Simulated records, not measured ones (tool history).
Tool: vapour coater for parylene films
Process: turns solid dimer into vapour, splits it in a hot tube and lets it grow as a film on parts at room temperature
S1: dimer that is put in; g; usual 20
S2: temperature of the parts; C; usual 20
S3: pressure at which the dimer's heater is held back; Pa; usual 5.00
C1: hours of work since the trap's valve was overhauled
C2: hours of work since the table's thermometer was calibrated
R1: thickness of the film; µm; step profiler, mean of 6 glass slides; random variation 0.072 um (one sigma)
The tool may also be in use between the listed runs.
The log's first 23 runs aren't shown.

run	day	S1	S2	S3	C1	C2	R1
24	17.433	13	20	5.15	131	217	5.57
25	18.392	15	25	3.08	141	227	5.90
26	18.867	24	20	7.49	146	232	9.81
27	19.621	8	20	10.42	154	240	3.08
28	20.492	20	20	8.16	163	250	7.98
29	21.321	9	13	5.00	172	258	4.87
30	21.771	9	13	5.00	177	263	4.89
31	22.712	9	20	4.75	187	273	3.89
32	23.725	18	16	2.12	198	284	9.84
33	24.446	20	13	5.00	205	292	10.79
34	25.092	20	13	5.00	212	298	10.82
35	26.083	20	13	5.00	223	309	10.87
36	26.921	20	13	5.00	232	318	10.79
37	27.608	11	30	2.70	239	325	3.66
38	28.392	11	30	2.70	247	334	3.66
39	28.892	10	30	9.77	252	339	2.78
40	29.596	10	30	9.77	260	346	2.75
41	30.092	11	17	5.89	265	352	5.15
42	31.046	11	17	5.89	275	362	5.04
43	31.788	11	17	5.89	283	370	5.14
44	32.733	11	17	5.89	293	380	5.04
45	33.642	18	17	3.70	303	389	8.96
46	34.638	19	20	4.28	313	400	8.30
47	35.546	19	29	2.69	323	410	6.63

3 ways to go on from here, each from the tool as it stands after run 47. What would each give?
A	36.092	18	20	5.00	329	415	?
B	36.092	20	20	2.77	329	415	?
C	36.092	25	14	5.00	329	415	?

run	R1
A	7.69
B	9.39
C	12.82
Without the tool's hidden state the same runs would have given:
run	R1
A	7.71
B	9.42
C	12.86
